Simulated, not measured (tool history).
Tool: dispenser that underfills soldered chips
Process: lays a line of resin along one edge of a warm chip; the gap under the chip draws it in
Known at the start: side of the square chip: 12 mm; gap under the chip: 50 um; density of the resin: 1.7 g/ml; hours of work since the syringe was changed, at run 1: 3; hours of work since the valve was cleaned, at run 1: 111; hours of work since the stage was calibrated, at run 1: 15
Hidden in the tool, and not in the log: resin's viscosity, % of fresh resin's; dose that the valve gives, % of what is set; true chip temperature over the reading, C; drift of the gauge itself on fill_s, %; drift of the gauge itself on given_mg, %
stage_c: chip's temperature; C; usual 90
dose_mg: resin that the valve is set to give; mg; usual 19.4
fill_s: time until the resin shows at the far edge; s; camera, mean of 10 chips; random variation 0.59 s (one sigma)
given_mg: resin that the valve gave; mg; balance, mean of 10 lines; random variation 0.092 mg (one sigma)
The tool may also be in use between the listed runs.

run  hour  stage_c  dose_mg  hours of work since the syringe was changed  hours of work since the valve was cleaned  hours of work since the stage was calibrated  fill_s  given_mg
  1   0.0       90     19.4                                            3                                        111                                            15    59.0     17.92
  2   2.1       90     19.4                                            5                                        112                                            17    62.8     17.92
  3   4.6       90     19.4                                            6                                        114                                            19    69.3     17.89
  4   8.5       90     19.4                                            9                                        117                                            22    81.5     17.73
     10.2  -- new syringe of resin
  5  12.6       90     19.4                                            2                                        120                                            25    56.6     17.76
  6  16.7       90     19.4                                            5                                        123                                            28    65.5     17.77
     21.3  -- dispensing valve cleaned and set on the balance
  7  22.1       90     19.4                                            8                                          1                                            31    73.7     19.59
     25.1  -- new syringe of resin
  8  26.1       99     19.4                                            1                                          3                                            34    35.5     19.50
  9  30.0       99     19.4                                            4                                          6                                            37    40.7     19.35
 10  34.6       99     19.4                                            7                                         10                                            40    47.8     19.29
 11  38.0       99     19.4                                           10                                         12                                            43    53.3     19.36
     38.9  -- new syringe of resin
 12  40.7       99     19.4                                            1                                         14                                            45    35.4     19.37
 13  45.4       99     19.4                                            5                                         18                                            48    41.1     19.20
 14  49.3       91     23.6                                            8                                         21                                            51    66.3     23.28
 15  51.3       91     23.6                                            9                                         22                                            53    71.9     23.19
     52.8  -- new syringe of resin
 16  55.8       91     23.6                                            2                                         25                                            56    51.8     23.38
 17  59.0       97     23.5                                            5                                         28                                            58    45.0     22.96
 18  63.2      105     24.1                                            8                                         31                                            62    35.9     23.84
 19  66.1      105     24.1                                           10                                         33                                            64    39.6     23.53
     66.7  -- new syringe of resin
 20  69.8       97     23.3                                            2                                         36                                            66    41.1     22.79
 21  72.3       91     23.1                                            4                                         38                                            68    56.6     22.37
 22  76.5       91     23.1                                            7                                         41                                            72    65.7     22.52

The next listed run, before its measurement:
     80.8  -- new syringe of resin
 23  81.1       91     23.1                                            0                                         44                                            75       ?         ?

fill_s: 48.2 s
given_mg: 22.64 mg
Without the tool's hidden state the same run would have given fill_s 47.7 s, given_mg 23.31 mg.
